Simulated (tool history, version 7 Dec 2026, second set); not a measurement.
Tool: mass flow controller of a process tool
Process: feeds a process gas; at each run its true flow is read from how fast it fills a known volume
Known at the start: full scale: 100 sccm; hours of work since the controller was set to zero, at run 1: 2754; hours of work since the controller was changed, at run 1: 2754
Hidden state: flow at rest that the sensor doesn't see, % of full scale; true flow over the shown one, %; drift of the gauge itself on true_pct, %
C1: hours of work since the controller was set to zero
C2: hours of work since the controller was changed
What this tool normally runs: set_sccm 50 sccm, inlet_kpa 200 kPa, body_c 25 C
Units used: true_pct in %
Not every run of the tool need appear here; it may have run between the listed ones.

Run 1, hour 0.0: usual settings; C1 2754; C2 2754. Result: true_pct 98.66 %.
Run 2, hour 221.6: usual settings; C1 2832; C2 2832. Result: true_pct 98.66 %.
Run 3, hour 558.6: usual settings; C1 2950; C2 2950. Result: true_pct 98.58 %.
Run 4, hour 947.0: usual settings; C1 3086; C2 3086. Result: true_pct 98.71 %.
Run 5, hour 1384.4: usual settings but inlet_kpa 266 kPa; C1 3240; C2 3240. Result: true_pct 99.18 %.
Run 6, hour 1622.6: usual settings but inlet_kpa 266 kPa; C1 3323; C2 3323. Result: true_pct 99.13 %.
Run 7, hour 2114.0: usual settings but inlet_kpa 266 kPa; C1 3495; C2 3495. Result: true_pct 99.29 %.
Run 8, hour 2406.1: usual settings but inlet_kpa 266 kPa; C1 3598; C2 3598. Result: true_pct 99.29 %.
Run 9, hour 2681.7: usual settings but inlet_kpa 266 kPa, body_c 29 C; C1 3694; C2 3694. Result: true_pct 98.84 %.
Run 10, hour 2959.3: usual settings but body_c 24 C; C1 3792; C2 3792. Result: true_pct 98.86 %.
Run 11, hour 3346.3: usual settings but body_c 24 C; C1 3928; C2 3928. Result: true_pct 99.06 %.
Run 12, hour 3830.6: usual settings but body_c 24 C; C1 4097; C2 4097. Result: true_pct 99.01 %.
Run 13, hour 4231.9: usual settings but set_sccm 73 sccm, body_c 24 C; C1 4238; C2 4238. Result: true_pct 99.89 %.
Run 14, hour 4542.3: usual settings but inlet_kpa 173 kPa; C1 4347; C2 4347. Result: true_pct 98.78 %.
Run 15, hour 4838.7: usual settings; C1 4451; C2 4451. Result: true_pct 98.90 %.
Run 16, hour 5084.1: usual settings; C1 4537; C2 4537. Result: true_pct 98.89 %.
Run 17, hour 5566.1: usual settings but set_sccm 10 sccm; C1 4706; C2 4706. Result: true_pct 94.77 %.
Run 18, hour 5937.6: usual settings but set_sccm 10 sccm; C1 4836; C2 4836. Result: true_pct 94.81 %.
Run 19, hour 6419.8: usual settings but set_sccm 10 sccm, body_c 33 C; C1 5006; C2 5006. Result: true_pct 93.78 %.
Run 20, hour 6800.2: usual settings but set_sccm 10 sccm, body_c 24 C; C1 5139; C2 5139. Result: true_pct 94.89 %.
Run 21, hour 7305.7: usual settings but set_sccm 10 sccm, body_c 24 C; C1 5316; C2 5316. Result: true_pct 94.79 %.
Run 22, hour 7670.9: usual settings but inlet_kpa 142 kPa; C1 5444; C2 5444. Result: true_pct 98.55 %.
Run 23, hour 8079.0: usual settings but inlet_kpa 142 kPa; C1 5587; C2 5587. Result: true_pct 98.71 %.
Run 24, hour 8486.9: usual settings but inlet_kpa 161 kPa; C1 5730; C2 5730. Result: true_pct 98.71 %.
Run 25, hour 8783.0: usual settings but inlet_kpa 217 kPa, body_c 26 C; C1 5834; C2 5834. Result: true_pct 99.11 %.
Run 26, hour 9140.3: usual settings but inlet_kpa 217 kPa, body_c 26 C; C1 5960; C2 5960. Result: true_pct 99.07 %.
At hour 9254.4: controller's zero set anew.
Run 27, hour 9389.7: usual settings but inlet_kpa 217 kPa, body_c 26 C; C1 47; C2 6047. Result: true_pct 100.09 %.
Run 28, hour 9725.8: usual settings but inlet_kpa 217 kPa, body_c 26 C; C1 165; C2 6165. Result: true_pct 99.94 %.
Run 29, hour 10063.8: usual settings but inlet_kpa 217 kPa, body_c 26 C; C1 284; C2 6283. Result: true_pct 99.99 %.
Run 30, hour 10535.8: usual settings but set_sccm 44 sccm, body_c 23 C; C1 449; C2 6449. Result: true_pct 100.04 %.
Run 31, hour 10957.8: usual settings but set_sccm 69 sccm, inlet_kpa 226 kPa, body_c 38 C; C1 597; C2 6597. Result: true_pct 99.36 %.
Run 32, hour 11321.6: usual settings but set_sccm 19 sccm, inlet_kpa 218 kPa, body_c 20 C; C1 725; C2 6724. Result: true_pct 99.62 %.
Run 33, hour 11762.2: usual settings but set_sccm 51 sccm, inlet_kpa 238 kPa, body_c 36 C; C1 880; C2 6879. Result: true_pct 99.18 %.
Run 34, hour 12170.9: usual settings but set_sccm 21 sccm, inlet_kpa 203 kPa, body_c 27 C; C1 1023; C2 7022. Result: true_pct 98.81 %.
Run 35, hour 12450.2: usual settings but set_sccm 21 sccm, inlet_kpa 203 kPa, body_c 27 C; C1 1121; C2 7120. Result: true_pct 98.83 %.
Run 36, hour 12670.3: usual settings but set_sccm 21 sccm, inlet_kpa 154 kPa, body_c 39 C; C1 1198; C2 7198. Result: true_pct 97.03 %.
Run 37, hour 12963.1: usual settings but set_sccm 99 sccm, inlet_kpa 154 kPa, body_c 36 C; C1 1301; C2 7300. Result: true_pct 100.14 %.
Run 38, hour 13393.6: usual settings but set_sccm 45 sccm, inlet_kpa 143 kPa, body_c 29 C; C1 1452; C2 7451. Result: true_pct 99.03 %.
Run 39, hour 13730.9: usual settings but set_sccm 14 sccm, inlet_kpa 188 kPa, body_c 27 C; C1 1570; C2 7569. Result: true_pct 98.15 %.
Run 40, hour 14239.3: usual settings but inlet_kpa 144 kPa; C1 1748; C2 7748. Result: true_pct 99.86 %.
Run 41, hour 14537.9: usual settings but set_sccm 24 sccm, body_c 34 C; C1 1853; C2 7853. Result: true_pct 98.03 %.
Run 42, hour 14784.5: usual settings but set_sccm 24 sccm, body_c 34 C; C1 1940; C2 7939. Result: true_pct 98.09 %.
Run 43, hour 15228.0: usual settings but set_sccm 17 sccm, inlet_kpa 150 kPa, body_c 39 C; C1 2095; C2 8095. Result: true_pct 96.50 %.
Run 44, hour 15706.2: usual settings but set_sccm 47 sccm, inlet_kpa 249 kPa; C1 2263; C2 8262. Result: true_pct 100.70 %.
Run 45, hour 15939.4: usual settings but set_sccm 42 sccm, inlet_kpa 168 kPa, body_c 24 C; C1 2345; C2 8344. Result: true_pct 99.95 %.
Run 46, hour 16413.9: usual settings but set_sccm 10 sccm, body_c 31 C; C1 2511; C2 8510. Result: true_pct 96.81 %.
Run 47, hour 16626.9: usual settings but set_sccm 10 sccm, body_c 31 C; C1 2586; C2 8585. Result: true_pct 96.78 %.

Below are 3 alternative next runs, each starting from the tool's condition after run 47. Predict each:
Run A, hour 16856.3: usual settings but set_sccm 23 sccm; C1 2666; C2 8666. Result: true_pct ?.
Run B, hour 16856.3: usual settings but set_sccm 41 sccm, body_c 32 C; C1 2666; C2 8666. Result: true_pct ?.
Run C, hour 16856.3: usual settings but set_sccm 88 sccm, body_c 26 C; C1 2666; C2 8666. Result: true_pct ?.

run  true_pct
  A     99.09
  B     99.26
  C    101.43
Take away the tool's hidden state, keep each run's random variation, and the runs would have read:
run  true_pct
  A     97.79
  B     97.55
  C     99.44
